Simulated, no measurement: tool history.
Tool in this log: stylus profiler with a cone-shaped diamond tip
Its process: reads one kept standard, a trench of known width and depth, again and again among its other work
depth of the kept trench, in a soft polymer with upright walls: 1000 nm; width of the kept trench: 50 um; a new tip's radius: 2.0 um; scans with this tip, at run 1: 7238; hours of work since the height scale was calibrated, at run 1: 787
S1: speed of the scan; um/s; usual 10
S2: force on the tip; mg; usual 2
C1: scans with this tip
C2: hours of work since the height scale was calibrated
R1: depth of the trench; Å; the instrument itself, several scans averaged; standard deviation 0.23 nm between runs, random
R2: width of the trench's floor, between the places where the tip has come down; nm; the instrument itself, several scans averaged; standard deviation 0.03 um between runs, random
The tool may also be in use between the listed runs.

run,hour,S1,S2,C1,C2,R1,R2
1,0,10,2,7238,787,10089.4,45040
2,85.3,10,2,7577,824,10083.4,44930
3,202.8,10,4.69,8043,875,10160.8,44950
4,252.9,10,4.69,8242,896,10160.2,44870
5,322.5,10,4.69,8518,926,10157.6,44760
6,436.5,10,2.39,8971,976,10096,44780
# hour 519.9: new tip fitted, height scale calibrated
7,519.9,13,2,0,0,10094.2,46550
8,620.6,13,2,400,44,10089.6,46400
9,724.1,13,2,811,88,10092,46330
10,841.2,13,2,1276,139,10085.6,46230
11,956.9,25,2,1735,189,10082,46050
12,1068.5,25,2,2178,237,10083,45920
13,1135.4,25,2,2444,266,10086.9,45910
14,1210.8,4,2,2744,298,10092.9,45950
15,1286.6,4,2,3045,331,10083.8,45870
16,1364.9,8,2.36,3355,365,10091.3,45830
17,1458.5,3,3.55,3727,405,10131.6,45780
18,1571.8,3,3.55,4177,454,10128.1,45680
19,1680.1,10,0.9,4607,501,10043.4,45550
20,1775.3,10,0.9,4985,542,10041.4,45510
21,1894.8,10,0.9,5460,594,10041.7,45430
22,2003.9,3,2.79,5893,641,10106.6,45360
23,2057.1,2,0.81,6104,664,10033,45290
24,2148.9,3,1.1,6469,704,10046.4,45260
25,2244.8,5,0.82,6850,745,10033.4,45160
26,2322.2,10,1.77,7157,778,10067.9,45080
27,2396.3,10,1.77,7452,810,10067.2,45120

What if the next run were any one of these 3? Each begins from the tool's condition after run 27:
A,2448.4,9,0.98,7658,833,?,?
B,2448.4,30,1.34,7658,833,?,?
C,2448.4,8,0.76,7658,833,?,?

run,R1,R2
A,10036.6,45010
B,10051.6,44970
C,10032,45000
The same runs, with their run-to-run variation unchanged, on a tool lacking any hidden condition would have given:
run,R1,R2
A,10058.7,46480
B,10073.7,46440
C,10054.1,46470

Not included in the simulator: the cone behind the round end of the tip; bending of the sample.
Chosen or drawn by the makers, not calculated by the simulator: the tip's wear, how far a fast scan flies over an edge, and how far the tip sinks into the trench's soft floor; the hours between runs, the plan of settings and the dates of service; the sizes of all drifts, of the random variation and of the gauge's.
